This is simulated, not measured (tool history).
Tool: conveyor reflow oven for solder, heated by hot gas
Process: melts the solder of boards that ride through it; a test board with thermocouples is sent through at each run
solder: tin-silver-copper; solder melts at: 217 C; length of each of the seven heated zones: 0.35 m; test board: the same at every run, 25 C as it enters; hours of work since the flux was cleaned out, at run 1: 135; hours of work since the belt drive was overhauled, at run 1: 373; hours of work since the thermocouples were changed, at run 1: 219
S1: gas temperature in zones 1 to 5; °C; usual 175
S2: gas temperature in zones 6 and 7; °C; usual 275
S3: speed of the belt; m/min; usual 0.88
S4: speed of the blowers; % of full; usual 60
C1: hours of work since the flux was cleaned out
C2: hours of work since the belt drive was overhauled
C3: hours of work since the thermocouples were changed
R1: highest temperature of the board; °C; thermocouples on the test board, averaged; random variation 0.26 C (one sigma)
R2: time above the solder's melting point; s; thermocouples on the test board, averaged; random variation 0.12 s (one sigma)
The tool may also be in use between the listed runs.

run 1 hour=0 | S1=175 S2=275 S3=0.88 S4=60 | C1=135 C2=373 C3=219 | R1=258.1 R2=38.3
run 2 hour=8 | S1=175 S2=275 S3=0.88 S4=57 | C1=141 C2=380 C3=225 | R1=256.8 R2=37.9
run 3 hour=15.5 | S1=175 S2=275 S3=0.88 S4=57 | C1=147 C2=386 C3=231 | R1=256.3 R2=37.8
run 4 hour=23.3 | S1=175 S2=275 S3=0.88 S4=60 | C1=153 C2=392 C3=237 | R1=257.7 R2=38.1
run 5 hour=30.1 | S1=175 S2=275 S3=0.88 S4=60 | C1=159 C2=397 C3=243 | R1=257.6 R2=38.1
run 6 hour=35.3 | S1=175 S2=275 S3=0.88 S4=60 | C1=163 C2=401 C3=247 | R1=257.3 R2=38.2
run 7 hour=43.1 | S1=175 S2=275 S3=0.88 S4=84 | C1=169 C2=408 C3=253 | R1=261.2 R2=40
run 8 hour=52.4 | S1=175 S2=275 S3=0.88 S4=84 | C1=176 C2=415 C3=260 | R1=261.2 R2=39.9
run 9 hour=56.4 | S1=160 S2=275 S3=0.88 S4=60 | C1=179 C2=418 C3=264 | R1=254.3 R2=34
run 10 hour=66.1 | S1=175 S2=275 S3=0.88 S4=60 | C1=187 C2=426 C3=271 | R1=257.5 R2=38.2
run 11 hour=75.4 | S1=175 S2=275 S3=0.88 S4=60 | C1=195 C2=433 C3=279 | R1=257.7 R2=38
run 12 hour=79.8 | S1=175 S2=275 S3=0.88 S4=60 | C1=198 C2=437 C3=282 | R1=257.2 R2=37.9
run 13 hour=89.3 | S1=173 S2=275 S3=0.88 S4=60 | C1=206 C2=444 C3=290 | R1=256.8 R2=37.4
run 14 hour=94.2 | S1=173 S2=275 S3=0.88 S4=60 | C1=210 C2=448 C3=294 | R1=256.6 R2=37.3
run 15 hour=101.5 | S1=173 S2=275 S3=0.88 S4=60 | C1=215 C2=454 C3=299 | R1=256.3 R2=36.9
run 16 hour=110.1 | S1=173 S2=264 S3=0.74 S4=50 | C1=222 C2=461 C3=306 | R1=250.1 R2=42
run 17 hour=117.6 | S1=173 S2=275 S3=0.74 S4=50 | C1=228 C2=467 C3=312 | R1=260.3 R2=46.6
run 18 hour=125.1 | S1=165 S2=288 S3=0.995 S4=64 | C1=234 C2=473 C3=318 | R1=261.4 R2=32.9
run 19 hour=134.1 | S1=165 S2=288 S3=0.995 S4=83 | C1=241 C2=480 C3=325 | R1=266.3 R2=34.7
run 20 hour=141.5 | S1=165 S2=288 S3=0.995 S4=83 | C1=247 C2=486 C3=331 | R1=266.1 R2=34.5
run 21 hour=150.2 | S1=165 S2=268 S3=1.029 S4=83 | C1=254 C2=493 C3=338 | R1=247.4 R2=26.3
run 22 hour=158.9 | S1=165 S2=268 S3=0.924 S4=55 | C1=261 C2=500 C3=345 | R1=245.3 R2=28.1
run 23 hour=163.2 | S1=165 S2=268 S3=0.924 S4=55 | C1=264 C2=503 C3=348 | R1=245.3 R2=28.2
run 24 hour=171.2 | S1=180 S2=275 S3=0.88 S4=75 | C1=271 C2=509 C3=355 | R1=259.9 R2=40.2
run 25 hour=180.8 | S1=160 S2=286 S3=0.88 S4=75 | C1=278 C2=517 C3=362 | R1=266 R2=38.5
run 26 hour=185.9 | S1=177 S2=273 S3=0.854 S4=60 | C1=282 C2=521 C3=366 | R1=255.3 R2=39
run 27 hour=193.8 | S1=182 S2=275 S3=0.865 S4=60 | C1=289 C2=527 C3=373 | R1=258.3 R2=40.7
run 28 hour=201.1 | S1=182 S2=275 S3=0.865 S4=60 | C1=294 C2=533 C3=378 | R1=258 R2=40.5
run 29 hour=206.8 | S1=182 S2=268 S3=1.04 S4=89 | C1=299 C2=538 C3=383 | R1=251.1 R2=30.8

3 ways to go on from here, each from the tool as it stands after run 29. What would each give?
run A hour=214.9 | S1=175 S2=274 S3=0.88 S4=60 | C1=305 C2=544 C3=389 | R1=? R2=?
run B hour=214.9 | S1=182 S2=263 S3=1.04 S4=84 | C1=305 C2=544 C3=389 | R1=? R2=?
run C hour=214.9 | S1=166 S2=275 S3=0.88 S4=60 | C1=305 C2=544 C3=389 | R1=? R2=?

run=A R1=254.7 R2=37
run=B R1=245.5 R2=28.7
run=C R1=254 R2=34.7
Without the tool's hidden state the same runs would have given:
run=A R1=258.1 R2=38.5
run=B R1=249.2 R2=30.8
run=C R1=257.6 R2=36.4

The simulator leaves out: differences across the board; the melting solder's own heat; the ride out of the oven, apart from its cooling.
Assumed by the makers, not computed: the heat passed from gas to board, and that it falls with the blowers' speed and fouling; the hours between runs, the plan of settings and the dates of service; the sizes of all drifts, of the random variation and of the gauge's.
